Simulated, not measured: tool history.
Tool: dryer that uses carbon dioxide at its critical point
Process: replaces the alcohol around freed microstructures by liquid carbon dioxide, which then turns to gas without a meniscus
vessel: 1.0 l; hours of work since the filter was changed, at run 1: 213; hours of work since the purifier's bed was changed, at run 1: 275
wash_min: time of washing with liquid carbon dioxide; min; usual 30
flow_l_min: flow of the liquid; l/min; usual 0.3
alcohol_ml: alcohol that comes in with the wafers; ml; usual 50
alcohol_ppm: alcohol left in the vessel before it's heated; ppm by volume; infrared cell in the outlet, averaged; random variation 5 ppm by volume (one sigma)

run    day  wash_min  flow_l_min  alcohol_ml  hours of work since the filter was changed  hours of work since the purifier's bed was changed  alcohol_ppm
  1      0        30         0.3          50                                         213                                                 275          143
  2   0.45        30         0.3          50                                         220                                                 282          158
  3  0.879        30         0.3          50                                         226                                                 289          152
  4  1.425        30         0.3          50                                         234                                                 297          144
  5  1.792        30         0.3          50                                         240                                                 302          159
  6  2.271        30         0.3          50                                         247                                                 310          167
  7  2.671        30         0.3          50                                         253                                                 316          168
  8  3.004        30         0.3          50                                         258                                                 321          173
  9  3.346        30         0.3          50                                         263                                                 326          177
 10  3.708        30         0.3          50                                         269                                                 331          171
 11  4.412        30         0.3          50                                         279                                                 342          178
 12  4.988        30         0.3          50                                         288                                                 351          196
 13  5.583        30         0.3          50                                         297                                                 360          190
 14  6.192        32       0.195          50                                         306                                                 369          847
     6.317  -- inlet filter changed
 15  6.708        32       0.195          50                                           6                                                 376          389
 16  7.396        32        0.19          72                                          16                                                 386          610
 17  8.029        23       0.445          28                                          26                                                 396           67
 18  8.708        30       0.288          50                                          36                                                 406          123
 19  9.083        30       0.288          50                                          42                                                 412          131
 20  9.379        30       0.288          50                                          46                                                 416          127
 21  9.808        27       0.467         105                                          53                                                 423           70

Forecast each of these 4 alternatives for the next run:
  A  10.4        20       0.246          37                                          62                                                 432            ?
  B  10.4        24       0.411          77                                          62                                                 432            ?
  C  10.4        48         0.3          50                                          62                                                 432            ?
  D  10.4        30       0.307          23                                          62                                                 432            ?

run  alcohol_ppm
  A          907
  B          113
  C           64
  D           82
Without the tool's hidden state the same runs would have given:
run  alcohol_ppm
  A          717
  B           39
  C            5
  D           14

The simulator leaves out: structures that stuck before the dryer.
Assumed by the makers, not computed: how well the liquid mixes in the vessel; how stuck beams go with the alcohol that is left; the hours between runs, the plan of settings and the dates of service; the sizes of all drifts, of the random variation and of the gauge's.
